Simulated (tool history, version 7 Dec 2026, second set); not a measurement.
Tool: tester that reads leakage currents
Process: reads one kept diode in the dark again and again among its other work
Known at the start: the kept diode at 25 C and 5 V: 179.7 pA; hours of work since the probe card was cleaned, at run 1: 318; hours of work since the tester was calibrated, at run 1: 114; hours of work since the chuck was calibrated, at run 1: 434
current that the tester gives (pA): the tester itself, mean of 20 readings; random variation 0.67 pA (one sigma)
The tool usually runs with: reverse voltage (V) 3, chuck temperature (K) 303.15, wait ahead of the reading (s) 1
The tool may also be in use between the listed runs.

run    hour  reverse voltage (V)  chuck temperature (K)  wait ahead of the reading (s)  hours of work since the probe card was cleaned  hours of work since the tester was calibrated  hours of work since the chuck was calibrated  current that the tester gives (pA)
  1       0                    3                 303.15                              1                                             318                                            114                                           434                              228.59
  2      39                 2.17                 303.15                              1                                             336                                            132                                           451                              207.49
  3    71.7                 2.17                 303.15                              1                                             351                                            147                                           467                              207.28
  4   103.9                10.21                 303.15                              1                                             366                                            162                                           481                              335.48
  5   139.6                    3                 303.15                              1                                             382                                            178                                           498                              228.45
  6   184.4                    3                 303.15                              1                                             403                                            199                                           518                              229.91
  7   215.1                    3                 303.15                              1                                             417                                            213                                           533                              228.83
  8   235.6                    3                 303.15                              1                                             427                                            222                                           542                              230.39
  9   273.4                    3                 303.15                              1                                             444                                            240                                           559                              229.08
 10   309.3                    3                 303.15                              1                                             461                                            256                                           576                              229.21
 11   346.7                    3                 303.15                           1.78                                             478                                            273                                           593                              230.01
 12   377.5                    3                 303.15                           1.78                                             492                                            287                                           607                              229.28
 13   414.2                    3                 303.15                              1                                             509                                            304                                           624                              230.53
 14   439.1                11.44                 303.15                              1                                             520                                            316                                           636                              350.24
 15   484.7                11.44                 303.15                              1                                             541                                            337                                           657                              349.78
 16   529.5                    3                 303.15                           2.28                                             562                                            357                                           677                              230.64
 17   558.4                    3                 303.15                           2.28                                             575                                            371                                           691                              230.18
 18   603.3                    3                 303.15                           2.33                                             596                                            391                                           711                              231.31
 19   628.5                    3                 303.15                           2.33                                             608                                            403                                           723                              231.66
 20   665.5                    3                 303.15                           2.33                                             625                                            420                                           740                               231.5
 21   696.9                    3                 322.15                           2.88                                             639                                            434                                           754                              853.15
 22     739                 8.01                 322.15                           8.74                                             658                                            454                                           774                             1155.17
 23   779.2                10.52                 303.15                           3.56                                             677                                            472                                           792                              342.17
 24   817.3                 6.77                 319.15                            1.4                                             694                                            490                                           810                              905.55
 25   846.4                 6.77                 319.15                            1.4                                             708                                            503                                           823                              897.82
 26     877                    3                 303.15                           7.43                                             722                                            517                                           837                              233.76
 27     904                    3                 303.15                           3.78                                             734                                            530                                           850                              233.06
 28   923.2                    3                 303.15                           3.78                                             743                                            539                                           858                              233.24
 29   969.6                 2.12                 298.15                           3.78                                             764                                            560                                           880                              144.86
 30  1011.7                 1.96                 303.15                           2.79                                             784                                            579                                           899                              203.13
 31  1040.7                 1.96                 303.15                           2.79                                             797                                            593                                           913                              204.96
 32  1086.3                 1.96                 303.15                           2.79                                             818                                            614                                           934                              203.53
 33  1126.1                    3                 300.15                           0.35                                             837                                            632                                           952                              187.95
 34  1146.3                    3                 300.15                           0.35                                             846                                            641                                           961                              187.75
 35  1170.3                    3                 300.15                           0.35                                             857                                            652                                           972                              188.17
 36  1189.6                    3                 300.15                           0.35                                             866                                            661                                           981                              187.91
 37  1227.9                    3                 296.15                           3.42                                             883                                            679                                           999                              139.67
 38  1256.5                    3                 331.15                           4.43                                             897                                            692                                          1012                             1521.28
 39  1283.6                 2.49                 321.15                           1.02                                             909                                            705                                          1024                              761.29
 40  1326.4                16.08                 321.15                           1.02                                             929                                            724                                          1044                             1355.94

Forecast each of these 4 alternatives for the next run:
  A  1365.1                    3                 306.15                           5.78                                             947                                            742                                          1062                                   ?
  B  1365.1                 2.31                 323.15                           0.57                                             947                                            742                                          1062                                   ?
  C  1365.1                17.97                 293.15                           1.02                                             947                                            742                                          1062                                   ?
  D  1365.1                    3                 294.15                              1                                             947                                            742                                          1062                                   ?

run  current that the tester gives (pA)
  A                                 291
  B                               858.9
  C                              200.36
  D                              119.68
With the hidden condition removed and each run's random variation left untouched, the same runs would have given:
run  current that the tester gives (pA)
  A                               277.5
  B                              826.53
  C                              182.33
  D                               112.8
